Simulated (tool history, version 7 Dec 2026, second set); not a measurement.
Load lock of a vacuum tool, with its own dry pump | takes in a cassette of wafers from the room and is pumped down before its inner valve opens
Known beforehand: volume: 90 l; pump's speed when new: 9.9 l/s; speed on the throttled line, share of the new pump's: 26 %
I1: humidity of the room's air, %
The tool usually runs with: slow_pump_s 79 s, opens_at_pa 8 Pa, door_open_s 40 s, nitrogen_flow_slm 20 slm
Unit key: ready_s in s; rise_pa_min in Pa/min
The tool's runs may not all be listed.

{"run": 1, "hour": 0.0, "slow_pump_s": 79, "opens_at_pa": 8, "door_open_s": 40, "nitrogen_flow_slm": 20, "I1": 47.2, "ready_s": 151.9, "rise_pa_min": 0.323}
{"run": 2, "hour": 274.5, "slow_pump_s": 79, "opens_at_pa": 8, "door_open_s": 40, "nitrogen_flow_slm": 20, "I1": 46.3, "ready_s": 152, "rise_pa_min": 0.332}
{"run": 3, "hour": 660.4, "slow_pump_s": 79, "opens_at_pa": 8, "door_open_s": 40, "nitrogen_flow_slm": 20, "I1": 43.6, "ready_s": 153.2, "rise_pa_min": 0.347}
{"run": 4, "hour": 1146.5, "slow_pump_s": 79, "opens_at_pa": 8, "door_open_s": 40, "nitrogen_flow_slm": 20, "I1": 47.3, "ready_s": 154.4, "rise_pa_min": 0.359}
{"run": 5, "hour": 1499.1, "slow_pump_s": 79, "opens_at_pa": 8, "door_open_s": 40, "nitrogen_flow_slm": 20, "I1": 46.9, "ready_s": 154.7, "rise_pa_min": 0.364}
{"run": 6, "hour": 1854.1, "slow_pump_s": 79, "opens_at_pa": 8, "door_open_s": 40, "nitrogen_flow_slm": 20, "I1": 43.6, "ready_s": 154.8, "rise_pa_min": 0.379}
{"hour": 2032.5, "done": "door's seal changed, seat wiped"}
{"run": 7, "hour": 2319.7, "slow_pump_s": 79, "opens_at_pa": 8, "door_open_s": 40, "nitrogen_flow_slm": 20, "I1": 48.1, "ready_s": 155.6, "rise_pa_min": 0.013}
{"run": 8, "hour": 2697.1, "slow_pump_s": 79, "opens_at_pa": 8, "door_open_s": 40, "nitrogen_flow_slm": 20, "I1": 47.3, "ready_s": 155.8, "rise_pa_min": 0.023}
{"run": 9, "hour": 3136.9, "slow_pump_s": 42, "opens_at_pa": 8, "door_open_s": 40, "nitrogen_flow_slm": 19, "I1": 44.9, "ready_s": 133.3, "rise_pa_min": 0.024}
{"run": 10, "hour": 3430.1, "slow_pump_s": 42, "opens_at_pa": 15, "door_open_s": 40, "nitrogen_flow_slm": 4, "I1": 48.6, "ready_s": 125.2, "rise_pa_min": 0.043}
{"run": 11, "hour": 3675.5, "slow_pump_s": 79, "opens_at_pa": 8, "door_open_s": 40, "nitrogen_flow_slm": 17, "I1": 44.3, "ready_s": 158.6, "rise_pa_min": 0.027}
{"run": 12, "hour": 4128.0, "slow_pump_s": 95, "opens_at_pa": 8, "door_open_s": 37, "nitrogen_flow_slm": 14, "I1": 46.9, "ready_s": 168.7, "rise_pa_min": 0.031}
{"run": 13, "hour": 4668.0, "slow_pump_s": 86, "opens_at_pa": 10, "door_open_s": 90, "nitrogen_flow_slm": 28, "I1": 45.1, "ready_s": 164.9, "rise_pa_min": 0.047}
{"run": 14, "hour": 5062.5, "slow_pump_s": 61, "opens_at_pa": 14, "door_open_s": 40, "nitrogen_flow_slm": 9, "I1": 43.4, "ready_s": 142.2, "rise_pa_min": 0.046}
{"run": 15, "hour": 5549.7, "slow_pump_s": 90, "opens_at_pa": 13, "door_open_s": 66, "nitrogen_flow_slm": 12, "I1": 45.4, "ready_s": 163.5, "rise_pa_min": 0.058}
{"hour": 5762.8, "done": "dry pump taken out, an overhauled one fitted"}
{"run": 16, "hour": 5812.3, "slow_pump_s": 152, "opens_at_pa": 6, "door_open_s": 210, "nitrogen_flow_slm": 6, "I1": 44.2, "ready_s": 201.5, "rise_pa_min": 0.119}

5 ways to go on from here, each from the tool as it stands after run 16. What would each give?
{"run": "A", "hour": 6219.0, "slow_pump_s": 152, "opens_at_pa": 11, "door_open_s": 34, "nitrogen_flow_slm": 6, "I1": 49.5, "ready_s": "?", "rise_pa_min": "?"}
{"run": "B", "hour": 6219.0, "slow_pump_s": 48, "opens_at_pa": 8, "door_open_s": 40, "nitrogen_flow_slm": 20, "I1": 44.7, "ready_s": "?", "rise_pa_min": "?"}
{"run": "C", "hour": 6219.0, "slow_pump_s": 142, "opens_at_pa": 8, "door_open_s": 40, "nitrogen_flow_slm": 5, "I1": 46.6, "ready_s": "?", "rise_pa_min": "?"}
{"run": "D", "hour": 6219.0, "slow_pump_s": 146, "opens_at_pa": 6, "door_open_s": 174, "nitrogen_flow_slm": 5, "I1": 42.6, "ready_s": "?", "rise_pa_min": "?"}
{"run": "E", "hour": 6219.0, "slow_pump_s": 74, "opens_at_pa": 14, "door_open_s": 40, "nitrogen_flow_slm": 9, "I1": 44.1, "ready_s": "?", "rise_pa_min": "?"}

run=A ready_s=197.6 rise_pa_min=0.061
run=B ready_s=122 rise_pa_min=0.05
run=C ready_s=191.5 rise_pa_min=0.061
run=D ready_s=195.6 rise_pa_min=0.109
run=E ready_s=136.4 rise_pa_min=0.055
Take away the tool's hidden state, keep each run's random variation, and the runs would have read:
run=A ready_s=197.2 rise_pa_min=0.028
run=B ready_s=121.4 rise_pa_min=0.017
run=C ready_s=190.9 rise_pa_min=0.028
run=D ready_s=195.2 rise_pa_min=0.076
run=E ready_s=135.8 rise_pa_min=0.022
